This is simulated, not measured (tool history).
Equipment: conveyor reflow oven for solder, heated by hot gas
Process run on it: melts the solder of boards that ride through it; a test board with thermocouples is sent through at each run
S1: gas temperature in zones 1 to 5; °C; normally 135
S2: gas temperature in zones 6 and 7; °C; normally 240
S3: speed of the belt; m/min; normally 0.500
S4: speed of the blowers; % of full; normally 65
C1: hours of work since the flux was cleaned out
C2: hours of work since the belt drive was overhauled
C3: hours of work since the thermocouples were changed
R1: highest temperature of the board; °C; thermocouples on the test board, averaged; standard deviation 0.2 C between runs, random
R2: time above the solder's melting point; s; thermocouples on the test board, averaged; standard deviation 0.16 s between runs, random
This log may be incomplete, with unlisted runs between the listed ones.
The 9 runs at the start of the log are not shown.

run,hour,S1,S2,S3,S4,C1,C2,C3,R1,R2
10,683.5,135,240,0.500,65,85,596,110,220.5,55.6
11,749.8,135,240,0.500,65,118,629,143,220.0,55.1
12,813.9,135,240,0.500,65,151,662,176,219.9,55.2
13,891.0,135,240,0.500,65,190,701,215,219.5,54.8
14,970.8,135,240,0.544,65,230,741,255,216.5,48.1
15,1030.5,135,240,0.544,65,261,772,286,215.8,47.6
16,1118.3,129,240,0.495,65,305,816,330,218.2,52.6
17,1178.4,129,240,0.495,65,335,846,361,217.9,52.6
18,1249.6,129,240,0.495,65,371,883,397,217.9,52.0
19,1319.3,131,240,0.507,65,407,918,432,217.0,50.7
# hour 1369.6: flux residue cleaned out of gas plates and filters
20,1372.2,150,240,0.507,65,1,942,456,223.2,61.7
21,1436.2,141,244,0.407,65,34,975,489,231.1,79.0
22,1503.1,120,240,0.555,70,68,1008,523,214.9,42.4
23,1558.9,135,249,0.507,65,96,1037,551,226.8,59.2
24,1643.1,120,230,0.473,65,139,1079,594,210.2,46.3
25,1716.7,131,240,0.424,76,176,1117,631,226.3,70.5
26,1807.0,122,253,0.470,72,222,1162,677,232.8,63.2
27,1862.9,127,237,0.564,53,250,1191,705,205.1,33.5
28,1955.3,122,240,0.500,82,297,1238,752,220.8,53.2
29,2051.1,135,240,0.521,73,345,1286,800,218.7,52.7
30,2115.7,135,240,0.557,77,378,1319,833,217.5,48.1

What if the next run were any one of these 4? Each begins from the tool's condition after run 30:
A,2196.2,135,244,0.443,60,419,1360,874,?,?
B,2196.2,124,245,0.500,89,419,1360,874,?,?
C,2196.2,135,240,0.500,64,419,1360,874,?,?
D,2196.2,128,234,0.485,77,419,1360,874,?,?

run,R1,R2
A,223.3,65.8
B,226.3,56.9
C,217.4,53.5
D,215.4,52.2
Take away the tool's hidden state, keep each run's random variation, and the runs would have read:
run,R1,R2
A,226.4,66.4
B,230.2,57.9
C,220.7,54.8
D,218.9,53.9

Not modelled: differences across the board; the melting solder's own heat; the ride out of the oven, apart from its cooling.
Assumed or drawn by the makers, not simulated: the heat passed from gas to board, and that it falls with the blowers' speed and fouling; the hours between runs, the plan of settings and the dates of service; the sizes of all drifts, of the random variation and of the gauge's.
